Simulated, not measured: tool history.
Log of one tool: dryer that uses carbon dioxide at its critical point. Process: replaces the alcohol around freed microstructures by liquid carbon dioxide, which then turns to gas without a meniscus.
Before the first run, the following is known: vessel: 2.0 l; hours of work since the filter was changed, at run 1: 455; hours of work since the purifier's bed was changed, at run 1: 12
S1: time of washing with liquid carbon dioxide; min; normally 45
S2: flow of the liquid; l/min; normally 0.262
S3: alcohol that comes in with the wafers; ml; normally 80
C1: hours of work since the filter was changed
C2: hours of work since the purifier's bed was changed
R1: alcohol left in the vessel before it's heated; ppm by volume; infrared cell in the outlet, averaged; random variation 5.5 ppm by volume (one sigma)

| run | hour | S1 | S2 | S3 | C1 | C2 | R1 |
|---|---|---|---|---|---|---|---|
| 1 | 0 | 45 | 0.262 | 80 | 455 | 12 | 239 |
| 2 | 13.5 | 45 | 0.262 | 80 | 465 | 22 | 232 |
| 3 | 25.9 | 45 | 0.262 | 80 | 475 | 31 | 241 |
| 4 | 40.1 | 45 | 0.262 | 80 | 486 | 42 | 248 |
| 5 | 51.3 | 45 | 0.262 | 80 | 494 | 51 | 251 |
| 6 | 75.4 | 42 | 0.262 | 80 | 513 | 69 | 380 |
| 7 | 96 | 42 | 0.262 | 80 | 528 | 85 | 365 |
| 8 | 116.2 | 42 | 0.262 | 80 | 544 | 100 | 367 |
| 9 | 138.8 | 45 | 0.262 | 80 | 561 | 118 | 281 |
| 10 | 151.3 | 45 | 0.306 | 80 | 571 | 127 | 141 |
|  | 156 | inlet filter changed |
| 11 | 170.1 | 45 | 0.172 | 80 | 11 | 141 | 1198 |
| 12 | 186.2 | 45 | 0.172 | 80 | 23 | 153 | 1215 |
| 13 | 209.1 | 45 | 0.172 | 80 | 41 | 170 | 1229 |
| 14 | 228.4 | 45 | 0.172 | 80 | 55 | 185 | 1256 |
| 15 | 245.9 | 32 | 0.172 | 80 | 69 | 199 | 3359 |
| 16 | 269.2 | 34 | 0.262 | 34 | 86 | 216 | 333 |
| 17 | 279.2 | 37 | 0.262 | 34 | 94 | 224 | 243 |
| 18 | 297.3 | 45 | 0.42 | 80 | 108 | 238 | 65 |
| 19 | 316.8 | 28 | 0.415 | 80 | 123 | 253 | 211 |
| 20 | 336 | 45 | 0.262 | 69 | 137 | 267 | 230 |
| 21 | 355.2 | 45 | 0.262 | 101 | 152 | 282 | 298 |
| 22 | 378.2 | 60 | 0.163 | 101 | 170 | 299 | 758 |
| 23 | 402.3 | 29 | 0.372 | 41 | 188 | 318 | 212 |
| 24 | 417.5 | 38 | 0.218 | 21 | 200 | 329 | 334 |
| 25 | 439.3 | 65 | 0.218 | 68 | 216 | 346 | 147 |
| 26 | 451.9 | 65 | 0.218 | 68 | 226 | 356 | 160 |
| 27 | 473.6 | 65 | 0.218 | 68 | 242 | 372 | 151 |
| 28 | 494 | 71 | 0.414 | 68 | 258 | 388 | 91 |
| 29 | 504.4 | 71 | 0.414 | 68 | 266 | 396 | 110 |

3 options for the next run, each taken on its own from the tool as it stands now. Forecast them:
| A | 528 | 71 | 0.414 | 68 | 284 | 414 | ? |
| B | 528 | 45 | 0.158 | 111 | 284 | 414 | ? |
| C | 528 | 71 | 0.234 | 68 | 284 | 414 | ? |

| run | R1 |
|---|---|
| A | 106 |
| B | 2694 |
| C | 130 |
With no hidden state in the tool, these same runs would have given:
| run | R1 |
|---|---|
| A | 5 |
| B | 2227 |
| C | 21 |

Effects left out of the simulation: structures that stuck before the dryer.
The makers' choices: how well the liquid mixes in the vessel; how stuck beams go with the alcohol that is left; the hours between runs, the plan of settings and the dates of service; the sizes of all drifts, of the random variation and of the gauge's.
